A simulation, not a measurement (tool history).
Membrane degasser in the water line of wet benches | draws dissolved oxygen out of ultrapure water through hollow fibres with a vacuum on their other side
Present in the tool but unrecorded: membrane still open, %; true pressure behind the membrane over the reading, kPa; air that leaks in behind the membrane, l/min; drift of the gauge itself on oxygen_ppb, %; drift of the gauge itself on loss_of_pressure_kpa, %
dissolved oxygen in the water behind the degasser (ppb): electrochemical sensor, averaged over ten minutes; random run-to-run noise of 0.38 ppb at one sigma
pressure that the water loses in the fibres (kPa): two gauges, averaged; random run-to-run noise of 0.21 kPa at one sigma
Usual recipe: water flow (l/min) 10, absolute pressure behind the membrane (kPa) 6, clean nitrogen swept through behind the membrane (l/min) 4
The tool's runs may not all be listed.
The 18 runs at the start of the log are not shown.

run	hour	water flow (l/min)	absolute pressure behind the membrane (kPa)	clean nitrogen swept through behind the membrane (l/min)	hours since the membrane was changed	hours since the vacuum gauge was calibrated	hours since the vacuum lines were made tight	dissolved oxygen in the water behind the degasser (ppb)	pressure that the water loses in the fibres (kPa)
19	3987.8	14	4.26	4.62	10721	4135	5577	25	66.96
20	4208.3	8	6	4.43	10941	4355	5798	14.6	38.25
21	4481.6	8	6	4.43	11214	4629	6071	14.4	38.12
22	4806.3	15	5.51	3.56	11539	4953	6396	44.3	71.38
23	5091.7	12	5.34	4	11824	5239	6681	26	57.3
24	5384.7	10	5.87	5.39	12117	5532	6974	18	47.64
25	5594.8	10	5.87	5.39	12328	5742	7184	17.2	47.97
26	5805.9	11	14.23	6.3	12539	5953	7395	55.5	52.17
27	6023.1	9	13.74	6.64	12756	6170	7613	39.5	43.16
28	6198.7	7	10.22	4.72	12932	6346	7788	27.2	33.58
29	6440.4	11	13.94	4.24	13173	6587	8030	75	52.69
# hour 6716.9: seals of the vacuum lines changed
30	6742.7	10	11.86	2.12	13473	6888	26	103.6	47.96
31	7065.7	10	8.8	2.12	13796	7211	349	69.8	47.94

Consider 3 possible next runs. They are alternatives, not a sequence: every one starts from the tool as it was left by run 31. What does each give?
A	7311.7	8	3.63	6.69	14042	7457	595	?	?
B	7311.7	10	3.91	4	14042	7457	595	?	?
C	7311.7	12	8.56	4	14042	7457	595	?	?

run	dissolved oxygen in the water behind the degasser (ppb)	pressure that the water loses in the fibres (kPa)
A	3.8	38.41
B	9.1	48.03
C	51.1	57.64
Without the tool's hidden state the same runs would have given:
run	dissolved oxygen in the water behind the degasser (ppb)	pressure that the water loses in the fibres (kPa)
A	3.8	37.64
B	9	47.07
C	51	56.48
